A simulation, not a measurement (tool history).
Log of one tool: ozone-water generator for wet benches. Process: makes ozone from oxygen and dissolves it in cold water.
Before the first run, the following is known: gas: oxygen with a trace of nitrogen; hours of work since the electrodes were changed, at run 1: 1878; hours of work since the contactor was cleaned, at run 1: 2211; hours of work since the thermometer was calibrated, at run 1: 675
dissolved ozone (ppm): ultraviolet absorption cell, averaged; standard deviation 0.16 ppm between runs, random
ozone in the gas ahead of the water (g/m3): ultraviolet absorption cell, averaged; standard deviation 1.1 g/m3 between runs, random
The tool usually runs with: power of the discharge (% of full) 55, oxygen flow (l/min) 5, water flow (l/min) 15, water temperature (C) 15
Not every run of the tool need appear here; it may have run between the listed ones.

| run | day | power of the discharge (% of full) | oxygen flow (l/min) | water flow (l/min) | water temperature (C) | hours of work since the electrodes were changed | hours of work since the contactor was cleaned | hours of work since the thermometer was calibrated | dissolved ozone (ppm) | ozone in the gas ahead of the water (g/m3) |
|---|---|---|---|---|---|---|---|---|---|---|
| 1 | 0 | 55 | 5 | 15 | 15 | 1878 | 2211 | 675 | 17.9 | 186.4 |
| 2 | 2.192 | 84 | 5 | 15 | 15 | 1912 | 2246 | 710 | 25.2 | 265.4 |
| 3 | 4.708 | 55 | 4.38 | 15 | 15 | 1953 | 2286 | 750 | 17.7 | 199.4 |
| 4 | 7.492 | 55 | 4.38 | 15 | 15 | 1997 | 2330 | 794 | 17.6 | 199.3 |
| 5 | 9.15 | 55 | 4.38 | 15 | 15 | 2023 | 2356 | 820 | 17.7 | 198.5 |
| 6 | 11.888 | 55 | 4.38 | 15 | 15 | 2067 | 2400 | 864 | 17.6 | 196.1 |
|  | 12.996 | contactor cleaned |
| 7 | 14.504 | 55 | 5 | 15 | 11 | 2106 | 24 | 903 | 20.1 | 185.7 |
| 8 | 17.504 | 55 | 5 | 15 | 11 | 2153 | 72 | 950 | 20.3 | 186.6 |
| 9 | 19.321 | 55 | 5 | 15 | 11 | 2182 | 100 | 979 | 20.2 | 185.3 |
| 10 | 22.079 | 55 | 5 | 22 | 15 | 2226 | 144 | 1023 | 13.6 | 184.4 |
| 11 | 23.508 | 55 | 5 | 22 | 15 | 2249 | 167 | 1046 | 13.6 | 184.2 |
| 12 | 25.979 | 55 | 5 | 15 | 15 | 2288 | 206 | 1085 | 18.7 | 182.6 |
| 13 | 28.888 | 55 | 5 | 15 | 15 | 2334 | 252 | 1131 | 19 | 184 |
| 14 | 31.396 | 55 | 5 | 15 | 15 | 2374 | 292 | 1171 | 18.8 | 184.4 |
| 15 | 33.017 | 55 | 5 | 15 | 15 | 2400 | 318 | 1197 | 18.5 | 182.1 |
| 16 | 35.679 | 55 | 4.76 | 15 | 15 | 2442 | 360 | 1239 | 18.6 | 186.6 |
| 17 | 37.6 | 91 | 5 | 23 | 15 | 2473 | 391 | 1270 | 19.2 | 270.6 |
| 18 | 39.021 | 91 | 5 | 23 | 15 | 2495 | 414 | 1292 | 19.3 | 269 |
| 19 | 40.288 | 59 | 3.68 | 17 | 14 | 2515 | 434 | 1312 | 17.3 | 224.1 |
| 20 | 41.883 | 68 | 5 | 15 | 15 | 2541 | 459 | 1338 | 21.8 | 215.7 |
| 21 | 43.612 | 68 | 5 | 15 | 15 | 2568 | 487 | 1365 | 21.5 | 213.3 |
| 22 | 45.429 | 68 | 5 | 15 | 15 | 2597 | 515 | 1394 | 21.7 | 213 |
| 23 | 48.262 | 46 | 5 | 15 | 12 | 2642 | 560 | 1439 | 16.6 | 158.1 |
| 24 | 50.867 | 55 | 5 | 15 | 17 | 2683 | 602 | 1480 | 17.4 | 179.8 |

5 ways to go on from here, each from the tool as it stands after run 24. What would each give?
| A | 52.6 | 74 | 3.11 | 15 | 11 | 2711 | 629 | 1508 | ? | ? |
| B | 52.6 | 45 | 5 | 18 | 15 | 2711 | 629 | 1508 | ? | ? |
| C | 52.6 | 98 | 5 | 16 | 15 | 2711 | 629 | 1508 | ? | ? |
| D | 52.6 | 43 | 2.8 | 16 | 15 | 2711 | 629 | 1508 | ? | ? |
| E | 52.6 | 98 | 7.06 | 15 | 11 | 2711 | 629 | 1508 | ? | ? |

| run | dissolved ozone (ppm) | ozone in the gas ahead of the water (g/m3) |
|---|---|---|
| A | 23.1 | 286.9 |
| B | 13.2 | 152.5 |
| C | 26.9 | 283.4 |
| D | 13.6 | 198.2 |
| E | 30 | 236.9 |
The same runs, with their run-to-run variation unchanged, on a tool lacking any hidden condition would have given:
| run | dissolved ozone (ppm) | ozone in the gas ahead of the water (g/m3) |
|---|---|---|
| A | 28.4 | 343.5 |
| B | 15.1 | 169.8 |
| C | 34.5 | 353.5 |
| D | 15.4 | 219.3 |
| E | 38.4 | 296 |
